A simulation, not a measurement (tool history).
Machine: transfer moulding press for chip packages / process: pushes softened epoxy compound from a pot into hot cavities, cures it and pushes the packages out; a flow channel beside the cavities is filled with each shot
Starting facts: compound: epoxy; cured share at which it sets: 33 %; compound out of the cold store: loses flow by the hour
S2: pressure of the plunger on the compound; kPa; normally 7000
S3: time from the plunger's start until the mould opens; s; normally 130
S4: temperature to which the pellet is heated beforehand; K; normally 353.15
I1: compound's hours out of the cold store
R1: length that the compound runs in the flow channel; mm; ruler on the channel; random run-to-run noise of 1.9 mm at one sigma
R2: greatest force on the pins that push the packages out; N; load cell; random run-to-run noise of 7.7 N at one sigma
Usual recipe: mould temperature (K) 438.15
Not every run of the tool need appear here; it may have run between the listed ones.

{"run": 1, "hour": 0.0, "mould temperature (K)": 438.15, "S2": 7000, "S3": 130, "S4": 353.15, "I1": 33.0, "R1": 590, "R2": 502}
{"run": 2, "hour": 4.2, "mould temperature (K)": 438.15, "S2": 7000, "S3": 130, "S4": 353.15, "I1": 35.3, "R1": 581, "R2": 494}
{"hour": 6.3, "done": "cavities cleaned with cleaning compound and waxed"}
{"run": 3, "hour": 13.6, "mould temperature (K)": 438.15, "S2": 7000, "S3": 165, "S4": 353.15, "I1": 22.2, "R1": 624, "R2": 533}
{"run": 4, "hour": 18.9, "mould temperature (K)": 438.15, "S2": 7000, "S3": 165, "S4": 347.15, "I1": 26.8, "R1": 614, "R2": 554}
{"run": 5, "hour": 22.9, "mould temperature (K)": 438.15, "S2": 7000, "S3": 165, "S4": 347.15, "I1": 8.7, "R1": 680, "R2": 552}
{"run": 6, "hour": 32.5, "mould temperature (K)": 438.15, "S2": 7000, "S3": 165, "S4": 347.15, "I1": 24.2, "R1": 618, "R2": 546}
{"run": 7, "hour": 37.1, "mould temperature (K)": 438.15, "S2": 7000, "S3": 165, "S4": 347.15, "I1": 46.0, "R1": 544, "R2": 558}
{"run": 8, "hour": 41.2, "mould temperature (K)": 438.15, "S2": 7000, "S3": 165, "S4": 347.15, "I1": 43.7, "R1": 553, "R2": 557}
{"hour": 46.0, "done": "cavities cleaned with cleaning compound and waxed, once more"}
{"run": 9, "hour": 48.9, "mould temperature (K)": 438.15, "S2": 7000, "S3": 165, "S4": 347.15, "I1": 9.4, "R1": 677, "R2": 288}
{"run": 10, "hour": 57.4, "mould temperature (K)": 438.15, "S2": 7000, "S3": 165, "S4": 347.15, "I1": 17.7, "R1": 640, "R2": 323}
{"run": 11, "hour": 66.9, "mould temperature (K)": 438.15, "S2": 7000, "S3": 165, "S4": 347.15, "I1": 16.0, "R1": 647, "R2": 361}
{"run": 12, "hour": 71.6, "mould temperature (K)": 438.15, "S2": 7000, "S3": 165, "S4": 347.15, "I1": 8.6, "R1": 674, "R2": 368}
{"run": 13, "hour": 77.9, "mould temperature (K)": 438.15, "S2": 7000, "S3": 165, "S4": 344.15, "I1": 40.1, "R1": 557, "R2": 388}
{"run": 14, "hour": 83.8, "mould temperature (K)": 438.15, "S2": 7000, "S3": 165, "S4": 344.15, "I1": 29.2, "R1": 595, "R2": 396}
{"run": 15, "hour": 92.4, "mould temperature (K)": 438.15, "S2": 7000, "S3": 165, "S4": 344.15, "I1": 30.0, "R1": 596, "R2": 402}
{"run": 16, "hour": 101.9, "mould temperature (K)": 438.15, "S2": 7000, "S3": 132, "S4": 346.15, "I1": 35.1, "R1": 571, "R2": 454}
{"run": 17, "hour": 106.1, "mould temperature (K)": 438.15, "S2": 8670, "S3": 166, "S4": 353.15, "I1": 47.2, "R1": 596, "R2": 418}
{"run": 18, "hour": 115.6, "mould temperature (K)": 438.15, "S2": 7000, "S3": 118, "S4": 351.15, "I1": 25.6, "R1": 603, "R2": 571}
{"hour": 119.4, "done": "cavities cleaned with cleaning compound and waxed"}
{"run": 19, "hour": 121.6, "mould temperature (K)": 438.15, "S2": 7000, "S3": 150, "S4": 353.15, "I1": 26.6, "R1": 600, "R2": 302}
{"run": 20, "hour": 125.8, "mould temperature (K)": 439.15, "S2": 7000, "S3": 152, "S4": 344.15, "I1": 36.8, "R1": 562, "R2": 315}
{"run": 21, "hour": 131.3, "mould temperature (K)": 439.15, "S2": 7000, "S3": 152, "S4": 344.15, "I1": 22.5, "R1": 614, "R2": 334}
{"run": 22, "hour": 136.0, "mould temperature (K)": 439.15, "S2": 5270, "S3": 152, "S4": 344.15, "I1": 30.8, "R1": 507, "R2": 342}
{"run": 23, "hour": 143.5, "mould temperature (K)": 435.15, "S2": 6360, "S3": 158, "S4": 353.15, "I1": 36.1, "R1": 545, "R2": 383}
{"run": 24, "hour": 149.1, "mould temperature (K)": 435.15, "S2": 6360, "S3": 158, "S4": 353.15, "I1": 28.9, "R1": 570, "R2": 384}
{"run": 25, "hour": 156.1, "mould temperature (K)": 435.15, "S2": 6360, "S3": 149, "S4": 353.15, "I1": 17.5, "R1": 609, "R2": 439}
{"hour": 160.6, "done": "plunger's sealing rings changed"}
{"run": 26, "hour": 165.9, "mould temperature (K)": 438.15, "S2": 7000, "S3": 130, "S4": 353.15, "I1": 42.6, "R1": 587, "R2": 437}
{"run": 27, "hour": 172.0, "mould temperature (K)": 438.15, "S2": 7000, "S3": 130, "S4": 362.15, "I1": 13.4, "R1": 690, "R2": 451}
{"run": 28, "hour": 178.0, "mould temperature (K)": 438.15, "S2": 7000, "S3": 169, "S4": 353.15, "I1": 29.0, "R1": 632, "R2": 421}
{"run": 29, "hour": 186.2, "mould temperature (K)": 438.15, "S2": 5230, "S3": 130, "S4": 353.15, "I1": 10.7, "R1": 604, "R2": 517}

The same runs without the tool's hidden state, with the same run-to-run variation:
Hidden conditions of the tool in this case: true mould temperature over the reading, C; pressure that reaches the compound, % of what is set; grip of the stained cavities, % over clean ones'; drift of the gauge itself on flow_mm, %; drift of the gauge itself on push_out_n, %.
run=1 R1=620 R2=331
run=2 R1=612 R2=317
run=3 R1=657 R2=279
run=4 R1=647 R2=290
run=5 R1=718 R2=289
run=6 R1=654 R2=285
run=7 R1=575 R2=295
run=8 R1=585 R2=290
run=9 R1=717 R2=279
run=10 R1=679 R2=288
run=11 R1=688 R2=298
run=12 R1=717 R2=294
run=13 R1=594 R2=298
run=14 R1=635 R2=293
run=15 R1=636 R2=286
run=16 R1=611 R2=312
run=17 R1=638 R2=276
run=18 R1=647 R2=378
run=19 R1=644 R2=292
run=20 R1=604 R2=289
run=21 R1=660 R2=293
run=22 R1=545 R2=288
run=23 R1=587 R2=306
run=24 R1=615 R2=296
run=25 R1=658 R2=328
run=26 R1=591 R2=314
run=27 R1=696 R2=316
run=28 R1=638 R2=286
run=29 R1=611 R2=344
